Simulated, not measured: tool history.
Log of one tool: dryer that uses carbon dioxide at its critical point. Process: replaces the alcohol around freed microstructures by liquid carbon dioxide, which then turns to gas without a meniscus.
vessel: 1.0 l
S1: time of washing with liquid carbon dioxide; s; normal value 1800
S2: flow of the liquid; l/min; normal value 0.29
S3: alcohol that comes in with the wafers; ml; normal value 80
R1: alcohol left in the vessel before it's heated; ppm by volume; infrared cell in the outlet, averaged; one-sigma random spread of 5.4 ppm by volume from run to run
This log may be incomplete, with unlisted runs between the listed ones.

run 1 hour=0 | S1=1800 S2=0.29 S3=80 | R1=194
run 2 hour=8.4 | S1=1800 S2=0.29 S3=80 | R1=192
run 3 hour=18.4 | S1=1800 S2=0.29 S3=80 | R1=189
run 4 hour=33.5 | S1=1800 S2=0.29 S3=72 | R1=186
run 5 hour=43.9 | S1=1800 S2=0.29 S3=72 | R1=173
run 6 hour=55.2 | S1=1800 S2=0.29 S3=72 | R1=194
run 7 hour=69.7 | S1=1800 S2=0.307 S3=72 | R1=148
run 8 hour=79.9 | S1=1440 S2=0.29 S3=80 | R1=539
run 9 hour=90.8 | S1=1440 S2=0.29 S3=80 | R1=576
run 10 hour=103 | S1=1440 S2=0.29 S3=80 | R1=543
run 11 hour=118.3 | S1=1440 S2=0.29 S3=80 | R1=580
run 12 hour=125.6 | S1=1440 S2=0.29 S3=80 | R1=563
run 13 hour=134.7 | S1=1440 S2=0.29 S3=80 | R1=561
run 14 hour=150.3 | S1=1440 S2=0.29 S3=80 | R1=555
run 15 hour=165.5 | S1=1440 S2=0.29 S3=80 | R1=592
run 16 hour=172.7 | S1=1440 S2=0.29 S3=80 | R1=564
run 17 hour=181.9 | S1=1800 S2=0.213 S3=80 | R1=933
run 18 hour=188.8 | S1=1800 S2=0.213 S3=80 | R1=969
run 19 hour=198.1 | S1=1800 S2=0.213 S3=80 | R1=953
run 20 hour=212.2 | S1=1800 S2=0.213 S3=80 | R1=964
run 21 hour=226 | S1=1800 S2=0.213 S3=80 | R1=964
run 22 hour=234.6 | S1=1800 S2=0.213 S3=80 | R1=998
run 23 hour=243.8 | S1=2160 S2=0.402 S3=33 | R1=85
run 24 hour=251.3 | S1=2100 S2=0.29 S3=80 | R1=145
run 25 hour=265.6 | S1=2100 S2=0.29 S3=80 | R1=140
run 26 hour=279.5 | S1=2100 S2=0.29 S3=80 | R1=144
run 27 hour=290.8 | S1=1320 S2=0.395 S3=47 | R1=156
run 28 hour=298.2 | S1=1860 S2=0.395 S3=73 | R1=92
run 29 hour=305.8 | S1=1320 S2=0.298 S3=117 | R1=1153
run 30 hour=321.3 | S1=1320 S2=0.313 S3=117 | R1=906
run 31 hour=328.7 | S1=1740 S2=0.27 S3=39 | R1=249
run 32 hour=341.1 | S1=2160 S2=0.476 S3=61 | R1=92
run 33 hour=353.4 | S1=1620 S2=0.336 S3=100 | R1=233
run 34 hour=362.4 | S1=1620 S2=0.342 S3=62 | R1=165
run 35 hour=378.2 | S1=2160 S2=0.186 S3=27 | R1=368
run 36 hour=389 | S1=2760 S2=0.193 S3=80 | R1=277
run 37 hour=404 | S1=1380 S2=0.301 S3=86 | R1=711
run 38 hour=412.2 | S1=1380 S2=0.301 S3=86 | R1=717
run 39 hour=423.7 | S1=1380 S2=0.301 S3=86 | R1=711

Below, each run's measurement less what the same run would have read without the hidden state. Both values contain the same run-to-run variation, but the gauge's scatter may not be the same in both:
The hidden state here: flow that reaches the vessel past the clogged filter, %; alcohol in the recycled carbon dioxide, ppm; drift of the gauge itself on alcohol_ppm, %.
run=1 R1=+62
run=2 R1=+62
run=3 R1=+64
run=4 R1=+67
run=5 R1=+68
run=6 R1=+71
run=7 R1=+69
run=8 R1=+92
run=9 R1=+101
run=10 R1=+98
run=11 R1=+107
run=12 R1=+109
run=13 R1=+110
run=14 R1=+115
run=15 R1=+122
run=16 R1=+121
run=17 R1=+154
run=18 R1=+163
run=19 R1=+162
run=20 R1=+171
run=21 R1=+176
run=22 R1=+187
run=23 R1=+79
run=24 R1=+91
run=25 R1=+92
run=26 R1=+93
run=27 R1=+97
run=28 R1=+87
run=29 R1=+244
run=30 R1=+216
run=31 R1=+116
run=32 R1=+87
run=33 R1=+119
run=34 R1=+106
run=35 R1=+139
run=36 R1=+132
run=37 R1=+210
run=38 R1=+214
run=39 R1=+216

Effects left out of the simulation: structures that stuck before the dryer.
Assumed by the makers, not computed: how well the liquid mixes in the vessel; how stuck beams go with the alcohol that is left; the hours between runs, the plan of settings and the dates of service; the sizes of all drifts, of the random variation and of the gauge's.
